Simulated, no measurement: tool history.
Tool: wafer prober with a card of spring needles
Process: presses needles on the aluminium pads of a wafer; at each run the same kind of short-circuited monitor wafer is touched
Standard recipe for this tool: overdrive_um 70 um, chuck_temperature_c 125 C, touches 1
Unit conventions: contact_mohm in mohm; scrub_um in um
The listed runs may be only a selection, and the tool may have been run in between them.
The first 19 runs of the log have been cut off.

| run | hour | overdrive_um | chuck_temperature_c | touches | contact_mohm | scrub_um |
|---|---|---|---|---|---|---|
|  | 927.6 | tips cleaned on abrasive film |
| 20 | 930 | 54 | 49 | 1 | 338 | 12.292 |
|  | 958.1 | tips cleaned on abrasive film |
|  | 988.6 | tips cleaned on abrasive film |
| 21 | 988.6 | 54 | 111 | 1 | 320 | 12.265 |
| 22 | 1016 | 54 | 111 | 1 | 474 | 12.272 |
|  | 1022.1 | tips cleaned on abrasive film |
|  | 1051.1 | tips cleaned on abrasive film |
| 23 | 1054.9 | 74 | 40 | 2 | 297 | 16.823 |
|  | 1080 | tips cleaned on abrasive film |
|  | 1089.2 | height of the first contact set anew |
| 24 | 1107.4 | 74 | 40 | 3 | 307 | 16.964 |
|  | 1113.4 | tips cleaned on abrasive film |
|  | 1143.4 | tips cleaned on abrasive film |
| 25 | 1150.9 | 74 | 34 | 1 | 331 | 16.927 |
|  | 1174.1 | tips cleaned on abrasive film |
| 26 | 1201.4 | 74 | 46 | 1 | 373 | 16.934 |
|  | 1207.3 | tips cleaned on abrasive film |
| 27 | 1227.6 | 74 | 46 | 1 | 370 | 16.914 |
|  | 1236.5 | tips cleaned on abrasive film |
|  | 1266.2 | tips cleaned on abrasive film |
| 28 | 1269 | 60 | 71 | 1 | 330 | 13.664 |
|  | 1295.9 | tips cleaned on abrasive film |
|  | 1326.9 | tips cleaned on abrasive film |
| 29 | 1328.8 | 70 | 71 | 3 | 288 | 15.919 |
|  | 1357.4 | tips cleaned on abrasive film |
|  | 1357.7 | height of the first contact set anew |
| 30 | 1362.8 | 70 | 125 | 2 | 331 | 16.048 |
|  | 1387.6 | tips cleaned on abrasive film |
| 31 | 1412.5 | 78 | 36 | 2 | 322 | 17.867 |

Here are 3 independent what-if runs from the current tool condition. What would each one return?
|  | 1416 | tips cleaned on abrasive film |
|  | 1445.6 | tips cleaned on abrasive film |
| A | 1454.4 | 81 | 125 | 1 | ? | ? |
|  | 1416 | tips cleaned on abrasive film |
|  | 1445.6 | tips cleaned on abrasive film |
| B | 1454.4 | 75 | 125 | 1 | ? | ? |
|  | 1416 | tips cleaned on abrasive film |
|  | 1445.6 | tips cleaned on abrasive film |
| C | 1454.4 | 68 | 100 | 2 | ? | ? |

| run | contact_mohm | scrub_um |
|---|---|---|
| A | 339 | 18.522 |
| B | 353 | 17.125 |
| C | 337 | 15.523 |
Without the tool's hidden state the same runs would have given:
| run | contact_mohm | scrub_um |
|---|---|---|
| A | 292 | 18.58 |
| B | 297 | 17.183 |
| C | 294 | 15.581 |
